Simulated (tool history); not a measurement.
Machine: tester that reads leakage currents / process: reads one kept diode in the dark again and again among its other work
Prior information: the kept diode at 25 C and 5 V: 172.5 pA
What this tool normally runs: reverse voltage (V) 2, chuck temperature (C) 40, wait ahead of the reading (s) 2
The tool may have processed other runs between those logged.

run   hour  reverse voltage (V)  chuck temperature (C)  wait ahead of the reading (s)  current that the tester gives (pA)
  1      0                    2                     40                              2                              464.25
  2   42.9                    2                     40                              2                              467.51
  3   64.7                    2                     40                              2                               468.5
  4     87                    2                     40                              2                              470.64
  5  123.8                    2                     40                              2                              466.93
  6  155.5                    2                     40                              2                              470.78
     165.6  -- probe card cleaned and baked
  7  185.1                    2                     36                              2                              334.87
  8  209.7                 1.19                     55                           0.38                             1268.58
  9  242.9                 6.98                     33                           0.58                              447.05
 10  264.7                 6.98                     33                           0.58                                 446
 11  284.5                 3.25                     43                           3.76                              753.51

Consider 4 possible next runs. They are alternatives, not a sequence: every one starts from the tool as it was left by run 11. What does each give?
  A  317.5                 1.14                     40                              2                                   ?
  B  317.5                 1.55                     22                            2.3                                   ?
  C  317.5                 5.18                     43                           0.59                                   ?
  D  317.5                  5.4                     29                           2.37                                   ?

run  current that the tester gives (pA)
  A                              373.96
  B                               85.45
  C                              928.52
  D                              279.93
Without the tool's unlogged condition, the same runs would have read:
run  current that the tester gives (pA)
  A                              346.78
  B                               78.52
  C                              862.21
  D                              258.16

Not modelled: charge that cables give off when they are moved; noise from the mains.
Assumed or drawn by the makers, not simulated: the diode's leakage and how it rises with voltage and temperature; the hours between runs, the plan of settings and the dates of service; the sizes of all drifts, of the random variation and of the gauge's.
